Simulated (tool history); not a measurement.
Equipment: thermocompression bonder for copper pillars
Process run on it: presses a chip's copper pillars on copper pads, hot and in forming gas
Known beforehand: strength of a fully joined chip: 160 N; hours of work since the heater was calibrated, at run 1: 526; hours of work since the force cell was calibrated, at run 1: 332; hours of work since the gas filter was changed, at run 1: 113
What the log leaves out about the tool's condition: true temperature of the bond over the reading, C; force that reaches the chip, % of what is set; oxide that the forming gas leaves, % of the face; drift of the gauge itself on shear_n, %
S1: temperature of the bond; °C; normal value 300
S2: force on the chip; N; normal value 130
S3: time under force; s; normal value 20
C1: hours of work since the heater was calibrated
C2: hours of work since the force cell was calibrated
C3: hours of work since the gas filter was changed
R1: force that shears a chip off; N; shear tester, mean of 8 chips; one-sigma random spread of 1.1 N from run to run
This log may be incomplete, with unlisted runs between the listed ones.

run    hour   S1   S2  S3   C1   C2   C3     R1
  1     0.0  300  130  20  526  332  113   92.0
  2    19.9  300  130  20  534  340  121   90.8
  3    61.9  300  130  20  551  357  139   89.6
  4    87.5  300  130  20  561  367  149   90.4
  5   114.2  300  130  20  572  378  160   89.8
  6   134.6  300  130  20  581  387  168   90.7
  7   172.5  300  130  20  596  402  184   88.0
  8   204.6  300  130  20  609  415  197   86.4
  9   224.6  300  127  20  617  424  205   85.3
 10   254.3  300  127  20  629  436  217   85.2
      277.4  -- forming gas filter changed
 11   289.0  300  127  20  643  450    5   93.0
 12   318.6  300  127  20  656  462   17   93.7
 13   339.3  300  127  20  664  470   25   93.1
 14   365.7  300  123  20  675  481   36   86.6
 15   391.8  300  123  20  685  492   47   88.8
 16   427.3  299  130  20  700  506   61   92.9
 17   450.7  299  130  20  710  516   71   90.8
 18   483.7  299  130  20  723  529   84   87.6
 19   521.4  300  130  20  738  545  100   90.2
 20   545.0  300   90  20  748  554  109   63.1
 21   572.4  300   90  20  759  566  121   63.1
 22   607.2  286  175  34  774  580  135  116.0
 23   647.7  323  127  17  790  596  151   96.2
 24   670.1  323  127  17  799  605  161   95.5
 25   692.4  326  127  42  808  615  170  120.3
 26   724.6  326  127  42  822  628  183  116.8
 27   749.9  326  108  42  832  638  193  106.6
 28   784.7  326  108  42  846  652  207  103.3
 29   828.7  326   95  14  864  670  225   69.0
      833.1  -- forming gas filter changed
 30   853.7  326   95  14  874  680    8   76.4
 31   880.0  297  130  20  885  691   19   88.5
 32   919.2  282  130  47  901  707   35  105.5
 33   957.3  282  130  58  917  723   51  109.0
 34   994.3  282  130  58  932  738   66  108.3
 35  1012.5  318  130  56  939  745   73  127.5
 36  1049.4  327   79  33  954  760   88   82.4
 37  1075.4  327  125  10  965  771   99   80.8
 38  1097.4  327  125  10  974  780  108   82.6
 39  1124.0  327  125  10  985  791  119   81.0
 40  1149.0  327   86  10  995  801  129   56.5

What differs in the tool's unlogged condition from the final listed run ahead of each entry between runs to the first listed run following it?
Logged between run 10 and run 11: forming gas filter changed (hour 277.4)
  true temperature of the bond over the reading, C: -3.9 -> -4; force that reaches the chip, % of what is set: 98 -> 97.9; oxide that the forming gas leaves, % of the face: 10.56 -> 0.76
  what was measured, less what the result would be without the hidden state, R1: -13.7 -> -4.7 N
Logged between run 29 and run 30: forming gas filter changed (hour 833.1)
  true temperature of the bond over the reading, C: -5.6 -> -5.7; oxide that the forming gas leaves, % of the face: 11.08 -> 0.97
  what was measured, less what the result would be without the hidden state, R1: -13.9 -> -6.1 N

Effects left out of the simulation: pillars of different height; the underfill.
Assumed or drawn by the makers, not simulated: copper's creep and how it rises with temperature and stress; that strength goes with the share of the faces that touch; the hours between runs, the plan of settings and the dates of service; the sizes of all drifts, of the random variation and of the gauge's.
